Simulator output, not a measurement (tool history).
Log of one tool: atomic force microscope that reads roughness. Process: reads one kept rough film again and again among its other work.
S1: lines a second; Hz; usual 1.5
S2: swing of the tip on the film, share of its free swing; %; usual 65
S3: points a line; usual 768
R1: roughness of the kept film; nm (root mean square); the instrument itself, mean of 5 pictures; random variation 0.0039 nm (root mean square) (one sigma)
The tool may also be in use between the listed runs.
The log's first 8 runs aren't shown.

{"run": 9, "hour": 345.8, "S1": 1.5, "S2": 65, "S3": 768, "R1": 1.034}
{"hour": 351.2, "done": "new tip fitted"}
{"run": 10, "hour": 378.3, "S1": 1.5, "S2": 65, "S3": 768, "R1": 1.056}
{"run": 11, "hour": 427.1, "S1": 1.47, "S2": 65, "S3": 768, "R1": 1.049}
{"run": 12, "hour": 489.7, "S1": 1.47, "S2": 65, "S3": 768, "R1": 1.041}
{"run": 13, "hour": 538.4, "S1": 1.5, "S2": 65, "S3": 768, "R1": 1.042}
{"hour": 590.4, "done": "new tip fitted"}
{"run": 14, "hour": 591.6, "S1": 1.5, "S2": 65, "S3": 768, "R1": 1.063}
{"run": 15, "hour": 637.7, "S1": 1.5, "S2": 65, "S3": 768, "R1": 1.049}
{"run": 16, "hour": 694.2, "S1": 1.31, "S2": 60, "S3": 334, "R1": 1.06}
{"run": 17, "hour": 744.3, "S1": 3.73, "S2": 75, "S3": 465, "R1": 0.889}
{"run": 18, "hour": 786.9, "S1": 3.73, "S2": 75, "S3": 465, "R1": 0.887}
{"hour": 803.9, "done": "height scale calibrated on a step standard"}
{"hour": 832.2, "done": "new tip fitted"}
{"run": 19, "hour": 834.2, "S1": 1.5, "S2": 88, "S3": 768, "R1": 0.937}
{"run": 20, "hour": 870.1, "S1": 0.63, "S2": 88, "S3": 380, "R1": 1.016}
{"run": 21, "hour": 915.0, "S1": 0.78, "S2": 82, "S3": 674, "R1": 1.013}
{"run": 22, "hour": 949.1, "S1": 0.81, "S2": 79, "S3": 940, "R1": 1.024}
{"run": 23, "hour": 989.2, "S1": 1.5, "S2": 89, "S3": 843, "R1": 0.913}
{"run": 24, "hour": 1031.4, "S1": 1.5, "S2": 89, "S3": 843, "R1": 0.906}
{"run": 25, "hour": 1057.3, "S1": 1.5, "S2": 89, "S3": 843, "R1": 0.904}
{"hour": 1070.4, "done": "new tip fitted"}
{"run": 26, "hour": 1110.9, "S1": 3.08, "S2": 59, "S3": 959, "R1": 1.015}
{"run": 27, "hour": 1152.0, "S1": 3.08, "S2": 59, "S3": 959, "R1": 1.016}
{"run": 28, "hour": 1211.3, "S1": 3.49, "S2": 57, "S3": 400, "R1": 1.01}
{"run": 29, "hour": 1266.1, "S1": 1.5, "S2": 65, "S3": 743, "R1": 1.029}
{"hour": 1308.7, "done": "new tip fitted"}
{"run": 30, "hour": 1327.3, "S1": 1.5, "S2": 65, "S3": 743, "R1": 1.035}

3 ways to go on from here, each from the tool as it stands after run 30. What would each give?
{"run": "A", "hour": 1363.9, "S1": 2.12, "S2": 66, "S3": 426, "R1": "?"}
{"run": "B", "hour": 1363.9, "S1": 2.05, "S2": 65, "S3": 743, "R1": "?"}
{"run": "C", "hour": 1363.9, "S1": 1.89, "S2": 65, "S3": 264, "R1": "?"}

run=A R1=1.009
run=B R1=1.023
run=C R1=1.021
Without the tool's hidden state the same runs would have given:
run=A R1=1.012
run=B R1=1.026
run=C R1=1.025
